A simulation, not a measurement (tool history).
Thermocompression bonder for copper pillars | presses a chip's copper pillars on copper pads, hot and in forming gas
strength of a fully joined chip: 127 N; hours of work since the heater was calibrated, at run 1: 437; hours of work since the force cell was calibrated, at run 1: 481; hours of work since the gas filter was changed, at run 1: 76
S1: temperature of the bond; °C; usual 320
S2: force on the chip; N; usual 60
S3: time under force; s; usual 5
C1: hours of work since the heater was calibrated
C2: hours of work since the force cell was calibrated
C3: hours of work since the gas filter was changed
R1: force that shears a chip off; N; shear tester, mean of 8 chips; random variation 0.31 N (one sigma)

run   hour   S1  S2  S3   C1   C2   C3     R1
  1    0.0  320  60   5  437  481   76   87.6
  2   16.2  344  60   5  446  489   85   99.6
  3   25.2  344  60   5  451  494   89   99.1
  4   36.9  344  60   5  458  501   96  100.4
  5   50.2  344  60   5  465  508  103   99.5
  6   59.5  344  60   5  470  513  108   99.1
  7   68.2  326  60   5  475  518  113   90.6
  8   77.9  326  60   5  480  523  118   91.2
  9   89.4  320  60   5  486  530  125   87.8
 10  106.4  320  60   3  496  539  134   76.3
 11  116.9  320  60   3  501  545  140   76.3
 12  126.8  320  60   5  507  550  145   88.0
 13  135.6  320  60   5  512  555  150   87.5
 14  150.5  320  60   5  520  563  158   87.9
 15  160.4  320  60   5  525  568  164   87.8
 16  177.2  320  60   5  534  578  173   87.4
 17  185.8  320  60   5  539  582  177   88.1
 18  201.8  320  46   5  548  591  186   78.3
 19  220.7  320  60   6  558  601  197   92.7
 20  239.0  320  60   6  568  611  207   93.1
 21  251.8  320  60   5  575  618  214   89.1
 22  265.8  312  56   5  583  626  221   81.5
 23  274.8  324  60   7  588  631  226   98.2
 24  286.5  324  60   7  594  637  233   98.6
 25  298.6  324  60   7  601  644  239   98.4
 26  316.7  350  60  15  611  654  249  118.9
 27  330.4  350  60  15  618  661  257  120.3
 28  346.2  350  60  15  627  670  265  120.7
 29  362.5  350  60  15  636  679  274  120.3
 30  381.3  316  60   5  646  689  284   86.8
 31  396.6  316  50   5  655  698  293   79.5
 32  416.7  334  90   9  666  709  304  118.2
     420.1  -- forming gas filter changed
 33  430.8  326  60   5  673  716    6   93.2
 34  449.5  306  60   5  683  726   16   81.6
 35  460.2  318  80   5  689  732   22   99.4
 36  478.1  347  48   4  699  742   32   89.7
 37  491.9  323  54   3  706  750   39   75.1
 38  509.7  328  60  11  716  759   49  110.8
 39  524.0  291  74   8  724  767   57   92.2
     531.9  -- gauge calibrated
 40  535.9  305  60   3  731  774   63   67.1
 41  546.2  292  53   4  736  779   69   62.0

The same runs without the tool's hidden state, with the same run-to-run variation:
The hidden state here: true temperature of the bond over the reading, C; force that reaches the chip, % of what is set; oxide that the forming gas leaves, % of the face; drift of the gauge itself on shear_n, %.
run     R1
  1   87.6
  2   99.5
  3   99.0
  4  100.3
  5   99.3
  6   98.9
  7   90.4
  8   90.9
  9   87.5
 10   75.9
 11   75.9
 12   87.6
 13   87.0
 14   87.3
 15   87.2
 16   86.7
 17   87.4
 18   77.6
 19   91.8
 20   92.1
 21   88.1
 22   80.5
 23   97.0
 24   97.3
 25   97.1
 26  117.1
 27  118.5
 28  118.8
 29  118.3
 30   85.2
 31   78.0
 32  115.9
 33   91.2
 34   79.8
 35   97.1
 36   87.6
 37   73.3
 38  108.0
 39   89.8
 40   67.1
 41   61.9

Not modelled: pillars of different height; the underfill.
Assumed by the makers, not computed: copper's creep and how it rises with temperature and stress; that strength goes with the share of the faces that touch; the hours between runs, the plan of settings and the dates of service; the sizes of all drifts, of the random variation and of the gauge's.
